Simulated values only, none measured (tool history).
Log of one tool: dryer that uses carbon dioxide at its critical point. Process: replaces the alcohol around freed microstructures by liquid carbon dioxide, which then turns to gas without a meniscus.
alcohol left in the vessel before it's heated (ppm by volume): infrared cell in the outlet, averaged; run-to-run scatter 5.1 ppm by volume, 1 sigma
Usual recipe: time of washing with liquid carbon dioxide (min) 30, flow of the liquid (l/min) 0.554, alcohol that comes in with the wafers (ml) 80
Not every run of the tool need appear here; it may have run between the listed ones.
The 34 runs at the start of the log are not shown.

run     day  time of washing with liquid carbon dioxide (min)  flow of the liquid (l/min)  alcohol that comes in with the wafers (ml)  hours of work since the filter was changed  hours of work since the purifier's bed was changed  alcohol left in the vessel before it's heated (ppm by volume)
 35  11.817                                                19                       0.364                                          24                                         174                                                 214                                                            906
 36  12.229                                                19                       0.364                                          24                                         178                                                 218                                                            889
 37  12.612                                                19                       0.364                                          24                                         181                                                 221                                                            883
 38  13.038                                                19                       0.364                                          24                                         185                                                 225                                                            930
 39  13.367                                                46                       0.356                                          80                                         188                                                 228                                                            112
 40  13.621                                                30                       0.554                                          54                                         190                                                 230                                                             80
 41  13.896                                                37                       0.400                                          54                                         193                                                 233                                                            132
 42  14.162                                                37                       0.400                                          54                                         195                                                 235                                                            119
 43  14.650                                                37                       0.400                                          54                                         199                                                 239                                                            131
 44  14.933                                                20                       0.403                                         111                                         202                                                 242                                                           2597
 45  15.379                                                27                       0.554                                          24                                         206                                                 246                                                             60
 46  15.592                                                30                       0.554                                          80                                         208                                                 248                                                             99
 47  15.800                                                23                       0.541                                          35                                         210                                                 250                                                            181

3 options for the next run, each taken on its own from the tool as it stands now. Forecast them:
  A  16.125                                                23                       0.527                                          35                                         212                                                 252                                                              ?
  B  16.125                                                30                       0.907                                          71                                         212                                                 252                                                              ?
  C  16.125                                                35                       0.770                                          35                                         212                                                 252                                                              ?

run  alcohol left in the vessel before it's heated (ppm by volume)
  A                                                            198
  B                                                             33
  C                                                             35
With the hidden condition removed and each run's random variation left untouched, the same runs would have given:
run  alcohol left in the vessel before it's heated (ppm by volume)
  A                                                            130
  B                                                              4
  C                                                              7
